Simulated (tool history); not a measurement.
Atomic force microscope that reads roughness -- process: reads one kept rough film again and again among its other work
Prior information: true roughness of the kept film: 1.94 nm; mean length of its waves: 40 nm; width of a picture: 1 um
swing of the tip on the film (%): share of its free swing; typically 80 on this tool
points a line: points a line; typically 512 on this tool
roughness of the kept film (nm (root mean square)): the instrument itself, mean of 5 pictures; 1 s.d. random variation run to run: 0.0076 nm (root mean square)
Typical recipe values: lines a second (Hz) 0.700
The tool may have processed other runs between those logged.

| run | day | lines a second (Hz) | swing of the tip on the film (%) | points a line | roughness of the kept film (nm (root mean square)) |
|---|---|---|---|---|---|
| 1 | 0.000 | 0.700 | 80 | 512 | 1.738 |
| 2 | 0.708 | 0.700 | 80 | 465 | 1.732 |
| 3 | 1.329 | 0.700 | 80 | 465 | 1.736 |
| 4 | 1.925 | 3.832 | 80 | 512 | 1.315 |
| 5 | 2.338 | 3.832 | 80 | 512 | 1.326 |
| 6 | 2.858 | 3.832 | 80 | 512 | 1.303 |
| 7 | 3.250 | 3.832 | 80 | 512 | 1.310 |
| 8 | 3.829 | 0.547 | 80 | 512 | 1.777 |
| 9 | 4.679 | 0.700 | 80 | 512 | 1.728 |
| 10 | 5.388 | 0.700 | 80 | 512 | 1.731 |
| 11 | 6.221 | 0.700 | 80 | 512 | 1.739 |
| 12 | 6.950 | 0.700 | 80 | 512 | 1.722 |
| 13 | 7.358 | 0.700 | 80 | 410 | 1.720 |
| 14 | 7.946 | 0.700 | 80 | 410 | 1.753 |
| 15 | 8.408 | 1.372 | 80 | 349 | 1.612 |
| 16 | 9.212 | 1.653 | 68 | 284 | 1.693 |
| 17 | 9.892 | 1.653 | 68 | 284 | 1.687 |
| 18 | 10.588 | 1.539 | 64 | 296 | 1.739 |
| 19 | 11.312 | 0.908 | 64 | 288 | 1.790 |
| 20 | 11.967 | 0.700 | 64 | 447 | 1.812 |
| 21 | 12.329 | 1.707 | 64 | 269 | 1.724 |

Missing from the log above: 1 entry noted between runs. For each, name the pair of listed runs it sits between and say how the tool's hidden condition differs from the listed run just before to the listed run just after:
In the gap between runs 13 and 14: new tip fitted (day 7.508)
  radius of the tip, nm: 7.5 -> 7.1
